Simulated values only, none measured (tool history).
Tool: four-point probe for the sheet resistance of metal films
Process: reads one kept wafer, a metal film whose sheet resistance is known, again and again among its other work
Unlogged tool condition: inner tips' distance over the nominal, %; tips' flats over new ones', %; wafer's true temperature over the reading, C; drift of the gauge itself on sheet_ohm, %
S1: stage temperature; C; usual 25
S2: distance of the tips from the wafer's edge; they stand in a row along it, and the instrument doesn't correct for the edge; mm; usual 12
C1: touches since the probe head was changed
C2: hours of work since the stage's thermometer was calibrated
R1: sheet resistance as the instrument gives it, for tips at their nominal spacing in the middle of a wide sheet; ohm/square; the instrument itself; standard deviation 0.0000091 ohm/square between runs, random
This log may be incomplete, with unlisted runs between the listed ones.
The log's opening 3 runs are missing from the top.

run,day,S1,S2,C1,C2,R1
4,2.125,25,9,4791,1193,0.045361
5,2.992,25,18,5654,1205,0.045274
6,3.404,25,12,6066,1211,0.045341
7,4.229,24,12,6886,1222,0.045289
8,4.912,24,12,7565,1231,0.045280
9,5.708,25,12,8360,1242,0.045321
10,6.183,25,4,8831,1248,0.045864
11,6.950,25,4,9596,1258,0.045859
12,7.562,25,4,10203,1267,0.045844
13,8.367,25,4,11004,1277,0.045859
14,9.342,25,12,11975,1291,0.045309
15,9.808,25,12,12439,1297,0.045319
16,10.208,25,12,12839,1302,0.045305
17,10.750,31,3,13377,1310,0.046452
18,11.362,31,3,13988,1318,0.046435
19,12.100,21,11,14721,1328,0.045213
20,13.079,25,29,15697,1341,0.045236
21,13.992,24,9,16605,1353,0.045309

Run 22, settings as shown, results not yet in. Your forecast:
22,14.988,24,57,17599,1367,?

For run 22 the tool returned R1 0.045196 ohm/square.
With the hidden condition absent and the run-to-run variation left alone, this run would have shown R1 0.045420 ohm/square.
